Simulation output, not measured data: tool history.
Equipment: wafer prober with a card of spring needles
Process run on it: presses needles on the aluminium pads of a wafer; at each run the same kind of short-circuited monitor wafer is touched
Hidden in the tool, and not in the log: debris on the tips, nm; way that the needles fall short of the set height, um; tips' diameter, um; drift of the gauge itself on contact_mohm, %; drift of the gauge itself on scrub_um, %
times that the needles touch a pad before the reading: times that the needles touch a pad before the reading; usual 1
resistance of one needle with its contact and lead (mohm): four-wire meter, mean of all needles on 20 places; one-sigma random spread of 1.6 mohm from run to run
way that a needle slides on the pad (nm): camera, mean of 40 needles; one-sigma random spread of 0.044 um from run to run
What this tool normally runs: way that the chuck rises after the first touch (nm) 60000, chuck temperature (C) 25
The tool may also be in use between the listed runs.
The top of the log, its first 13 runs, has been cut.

run    hour  way that the chuck rises after the first touch (nm)  chuck temperature (C)  times that the needles touch a pad before the reading  touches since the tips were cleaned  cleanings since the card got new needles  touches since the first contact's height was set  resistance of one needle with its contact and lead (mohm)  way that a needle slides on the pad (nm)
      557.4  -- tips cleaned on abrasive film
      584.0  -- tips cleaned on abrasive film
 14   601.0                                                45000                     31                                                      1                                 5264                                        50                                             44895                                                        171                                     11830
      608.8  -- tips cleaned on abrasive film
      637.5  -- tips cleaned on abrasive film
 15   648.8                                                45000                     31                                                      1                                 3492                                        52                                             59593                                                        170                                     11750
      666.8  -- tips cleaned on abrasive film
 16   687.0                                                45000                     31                                                      1                                 6238                                        53                                             71361                                                        172                                     11740
      693.7  -- tips cleaned on abrasive film
      711.9  -- height of the first contact set anew
      723.9  -- tips cleaned on abrasive film
 17   740.3                                                60000                     65                                                      3                                 5085                                        55                                              8749                                                        164                                     15930
      750.5  -- tips cleaned on abrasive film
      776.2  -- tips cleaned on abrasive film
 18   789.0                                                48000                     38                                                      1                                 3968                                        57                                             23728                                                        172                                     12630
      801.4  -- tips cleaned on abrasive film
 19   820.4                                                48000                     38                                                      1                                 5883                                        58                                             33406                                                        170                                     12690
      830.5  -- tips cleaned on abrasive film
      857.2  -- tips cleaned on abrasive film
 20   860.0                                                71000                     38                                                      1                                  865                                        60                                             45576                                                        157                                     18670
      882.1  -- tips cleaned on abrasive film
      908.8  -- tips cleaned on abrasive film
 21   911.1                                                43000                    123                                                      2                                  697                                        62                                             61299                                                        179                                     11200
      936.9  -- tips cleaned on abrasive film
 22   936.9                                                43000                    123                                                      2                                    0                                        63                                             69234                                                        176                                     11190
      964.8  -- tips cleaned on abrasive film
      967.7  -- height of the first contact set anew
      991.1  -- tips cleaned on abrasive film
 23   996.1                                                43000                     34                                                      2                                 1522                                        65                                              8726                                                        159                                     11370
     1017.9  -- tips cleaned on abrasive film
     1045.2  -- tips cleaned on abrasive film
 24  1055.3                                                52000                     25                                                      1                                 3130                                        67                                             26980                                                        165                                     13650
     1070.3  -- tips cleaned on abrasive film
     1100.0  -- tips cleaned on abrasive film
 25  1104.2                                                46000                     32                                                      2                                 1311                                        69                                             42021                                                        164                                     12110
     1125.2  -- tips cleaned on abrasive film
 26  1129.4                                                46000                     32                                                      2                                 1286                                        70                                             49763                                                        162                                     12100
     1151.2  -- tips cleaned on abrasive film
 27  1175.8                                                46000                     32                                                      2                                 7605                                        71                                             64081                                                        168                                     11990
     1179.9  -- tips cleaned on abrasive film
     1207.0  -- tips cleaned on abrasive film
     1222.9  -- height of the first contact set anew
 28  1230.9                                                46000                     32                                                      2                                 7309                                        73                                              2494                                                        169                                     12250
     1236.0  -- tips cleaned on abrasive film
 29  1259.5                                                58000                     25                                                      1                                 7247                                        74                                             11285                                                        166                                     15360
     1263.6  -- tips cleaned on abrasive film
     1289.2  -- tips cleaned on abrasive film
 30  1290.6                                                66000                     25                                                      1                                  437                                        76                                             20837                                                        157                                     17510
     1314.5  -- tips cleaned on abrasive film
 31  1326.1                                                66000                     25                                                      1                                 3582                                        77                                             31769                                                        162                                     17430

Alternative continuations, all from the tool just after run 31; predict every row:
     1339.6  -- tips cleaned on abrasive film
  A  1352.5                                                60000                     74                                                      1                                 3983                                        78                                             39894                                                          ?                                         ?
     1339.6  -- tips cleaned on abrasive film
  B  1352.5                                                46000                     39                                                      2                                 3983                                        78                                             39894                                                          ?                                         ?
     1339.6  -- tips cleaned on abrasive film
  C  1352.5                                                60000                     93                                                      1                                 3983                                        78                                             39894                                                          ?                                         ?
     1339.6  -- tips cleaned on abrasive film
  D  1352.5                                                52000                     70                                                      1                                 3983                                        78                                             39894                                                          ?                                         ?

run  resistance of one needle with its contact and lead (mohm)  way that a needle slides on the pad (nm)
  A                                                        172                                     15800
  B                                                        168                                     12060
  C                                                        175                                     15790
  D                                                        174                                     13700
Without the tool's unlogged condition, the same runs would have read:
run  resistance of one needle with its contact and lead (mohm)  way that a needle slides on the pad (nm)
  A                                                        164                                     15940
  B                                                        159                                     12200
  C                                                        167                                     15920
  D                                                        162                                     13840
